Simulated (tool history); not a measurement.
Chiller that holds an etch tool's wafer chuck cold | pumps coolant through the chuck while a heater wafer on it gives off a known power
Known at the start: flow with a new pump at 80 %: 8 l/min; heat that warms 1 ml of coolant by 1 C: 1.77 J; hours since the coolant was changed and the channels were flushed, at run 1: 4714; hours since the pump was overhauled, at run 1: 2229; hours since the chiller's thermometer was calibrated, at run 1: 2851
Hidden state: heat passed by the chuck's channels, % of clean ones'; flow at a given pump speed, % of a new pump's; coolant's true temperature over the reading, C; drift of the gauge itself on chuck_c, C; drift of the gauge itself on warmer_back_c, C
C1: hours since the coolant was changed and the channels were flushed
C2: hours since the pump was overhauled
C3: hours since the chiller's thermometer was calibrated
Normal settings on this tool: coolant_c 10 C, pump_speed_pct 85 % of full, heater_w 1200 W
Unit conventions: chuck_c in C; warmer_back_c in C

{"run": 1, "hour": 0.0, "coolant_c": 10, "pump_speed_pct": 85, "heater_w": 1200, "C1": 4714, "C2": 2229, "C3": 2851, "chuck_c": 19.7, "warmer_back_c": 4.87}
{"run": 2, "hour": 135.2, "coolant_c": 10, "pump_speed_pct": 85, "heater_w": 1200, "C1": 4849, "C2": 2365, "C3": 2986, "chuck_c": 19.8, "warmer_back_c": 4.94}
{"run": 3, "hour": 258.1, "coolant_c": 10, "pump_speed_pct": 85, "heater_w": 1200, "C1": 4972, "C2": 2488, "C3": 3109, "chuck_c": 19.8, "warmer_back_c": 5.05}
{"run": 4, "hour": 336.9, "coolant_c": 5, "pump_speed_pct": 85, "heater_w": 1200, "C1": 5051, "C2": 2566, "C3": 3187, "chuck_c": 14.9, "warmer_back_c": 4.94}
{"run": 5, "hour": 431.6, "coolant_c": 5, "pump_speed_pct": 85, "heater_w": 1200, "C1": 5146, "C2": 2661, "C3": 3282, "chuck_c": 14.7, "warmer_back_c": 4.95}
{"run": 6, "hour": 586.1, "coolant_c": 10, "pump_speed_pct": 97, "heater_w": 1200, "C1": 5300, "C2": 2815, "C3": 3437, "chuck_c": 19.1, "warmer_back_c": 4.31}
{"run": 7, "hour": 726.4, "coolant_c": 16, "pump_speed_pct": 85, "heater_w": 1200, "C1": 5440, "C2": 2956, "C3": 3577, "chuck_c": 26.0, "warmer_back_c": 5.05}
{"hour": 734.1, "done": "chiller's thermometer calibrated"}
{"run": 8, "hour": 865.8, "coolant_c": 16, "pump_speed_pct": 85, "heater_w": 1200, "C1": 5579, "C2": 3094, "C3": 132, "chuck_c": 26.1, "warmer_back_c": 4.97}
{"run": 9, "hour": 1000.9, "coolant_c": 16, "pump_speed_pct": 85, "heater_w": 1200, "C1": 5714, "C2": 3229, "C3": 267, "chuck_c": 26.0, "warmer_back_c": 5.05}
{"run": 10, "hour": 1101.6, "coolant_c": 10, "pump_speed_pct": 79, "heater_w": 1200, "C1": 5815, "C2": 3330, "C3": 368, "chuck_c": 20.6, "warmer_back_c": 5.41}
{"run": 11, "hour": 1215.0, "coolant_c": 10, "pump_speed_pct": 85, "heater_w": 1121, "C1": 5928, "C2": 3443, "C3": 481, "chuck_c": 19.4, "warmer_back_c": 4.69}
{"run": 12, "hour": 1343.5, "coolant_c": 10, "pump_speed_pct": 85, "heater_w": 1121, "C1": 6056, "C2": 3572, "C3": 609, "chuck_c": 19.4, "warmer_back_c": 4.72}
{"run": 13, "hour": 1476.3, "coolant_c": 10, "pump_speed_pct": 85, "heater_w": 633, "C1": 6189, "C2": 3705, "C3": 742, "chuck_c": 15.4, "warmer_back_c": 2.68}
{"run": 14, "hour": 1570.8, "coolant_c": 10, "pump_speed_pct": 85, "heater_w": 633, "C1": 6284, "C2": 3799, "C3": 837, "chuck_c": 15.2, "warmer_back_c": 2.63}
{"run": 15, "hour": 1691.1, "coolant_c": 10, "pump_speed_pct": 85, "heater_w": 633, "C1": 6404, "C2": 3919, "C3": 957, "chuck_c": 15.2, "warmer_back_c": 2.68}
{"hour": 1704.9, "done": "coolant pump overhauled"}
{"run": 16, "hour": 1834.9, "coolant_c": 10, "pump_speed_pct": 77, "heater_w": 633, "C1": 6543, "C2": 130, "C3": 1096, "chuck_c": 15.9, "warmer_back_c": 2.98}
{"run": 17, "hour": 1908.9, "coolant_c": 18, "pump_speed_pct": 87, "heater_w": 876, "C1": 6617, "C2": 204, "C3": 1170, "chuck_c": 25.6, "warmer_back_c": 3.73}
{"run": 18, "hour": 1983.3, "coolant_c": 13, "pump_speed_pct": 85, "heater_w": 1200, "C1": 6691, "C2": 278, "C3": 1244, "chuck_c": 23.3, "warmer_back_c": 5.21}
{"run": 19, "hour": 2063.8, "coolant_c": 10, "pump_speed_pct": 71, "heater_w": 950, "C1": 6772, "C2": 359, "C3": 1325, "chuck_c": 19.4, "warmer_back_c": 4.93}
{"run": 20, "hour": 2186.6, "coolant_c": 10, "pump_speed_pct": 71, "heater_w": 950, "C1": 6895, "C2": 482, "C3": 1448, "chuck_c": 19.5, "warmer_back_c": 4.9}
{"run": 21, "hour": 2256.1, "coolant_c": 18, "pump_speed_pct": 85, "heater_w": 610, "C1": 6964, "C2": 551, "C3": 1517, "chuck_c": 23.3, "warmer_back_c": 2.64}
{"run": 22, "hour": 2321.6, "coolant_c": 18, "pump_speed_pct": 85, "heater_w": 610, "C1": 7030, "C2": 617, "C3": 1583, "chuck_c": 23.6, "warmer_back_c": 2.62}
{"run": 23, "hour": 2454.2, "coolant_c": 5, "pump_speed_pct": 72, "heater_w": 1200, "C1": 7162, "C2": 749, "C3": 1715, "chuck_c": 16.8, "warmer_back_c": 6.15}
{"run": 24, "hour": 2597.6, "coolant_c": 5, "pump_speed_pct": 72, "heater_w": 608, "C1": 7306, "C2": 893, "C3": 1859, "chuck_c": 11.0, "warmer_back_c": 3.09}
{"hour": 2612.9, "done": "coolant pump overhauled, once more"}
{"run": 25, "hour": 2724.1, "coolant_c": 8, "pump_speed_pct": 72, "heater_w": 1625, "C1": 7427, "C2": 111, "C3": 1980, "chuck_c": 23.1, "warmer_back_c": 7.61}
{"run": 26, "hour": 2841.1, "coolant_c": 8, "pump_speed_pct": 72, "heater_w": 1625, "C1": 7544, "C2": 228, "C3": 2097, "chuck_c": 23.2, "warmer_back_c": 7.66}
{"run": 27, "hour": 2905.3, "coolant_c": 8, "pump_speed_pct": 72, "heater_w": 1625, "C1": 7608, "C2": 292, "C3": 2161, "chuck_c": 23.1, "warmer_back_c": 7.73}
{"run": 28, "hour": 2974.0, "coolant_c": 8, "pump_speed_pct": 72, "heater_w": 1625, "C1": 7677, "C2": 361, "C3": 2230, "chuck_c": 23.4, "warmer_back_c": 7.65}
{"run": 29, "hour": 3058.0, "coolant_c": 18, "pump_speed_pct": 84, "heater_w": 1133, "C1": 7761, "C2": 445, "C3": 2314, "chuck_c": 27.8, "warmer_back_c": 4.62}
{"run": 30, "hour": 3211.0, "coolant_c": 1, "pump_speed_pct": 89, "heater_w": 900, "C1": 7914, "C2": 598, "C3": 2467, "chuck_c": 8.5, "warmer_back_c": 3.44}
{"run": 31, "hour": 3332.6, "coolant_c": 1, "pump_speed_pct": 71, "heater_w": 693, "C1": 8036, "C2": 720, "C3": 2589, "chuck_c": 7.6, "warmer_back_c": 3.37}
{"run": 32, "hour": 3487.5, "coolant_c": 10, "pump_speed_pct": 61, "heater_w": 935, "C1": 8191, "C2": 875, "C3": 2743, "chuck_c": 20.0, "warmer_back_c": 5.34}

What if the next run were any one of these 4? Each begins from the tool's condition after run 32:
{"run": "A", "hour": 3587.8, "coolant_c": 20, "pump_speed_pct": 89, "heater_w": 1489, "C1": 8291, "C2": 975, "C3": 2844, "chuck_c": "?", "warmer_back_c": "?"}
{"run": "B", "hour": 3587.8, "coolant_c": 10, "pump_speed_pct": 84, "heater_w": 1023, "C1": 8291, "C2": 975, "C3": 2844, "chuck_c": "?", "warmer_back_c": "?"}
{"run": "C", "hour": 3587.8, "coolant_c": 4, "pump_speed_pct": 79, "heater_w": 1131, "C1": 8291, "C2": 975, "C3": 2844, "chuck_c": "?", "warmer_back_c": "?"}
{"run": "D", "hour": 3587.8, "coolant_c": 10, "pump_speed_pct": 85, "heater_w": 1565, "C1": 8291, "C2": 975, "C3": 2844, "chuck_c": "?", "warmer_back_c": "?"}

run=A chuck_c=32.6 warmer_back_c=5.74
run=B chuck_c=19.1 warmer_back_c=4.19
run=C chuck_c=14.2 warmer_back_c=5.00
run=D chuck_c=23.5 warmer_back_c=6.41
Without the tool's hidden state the same runs would have given:
run=A chuck_c=30.5 warmer_back_c=5.64
run=B chuck_c=17.6 warmer_back_c=4.12
run=C chuck_c=12.5 warmer_back_c=4.91
run=D chuck_c=21.3 warmer_back_c=6.30
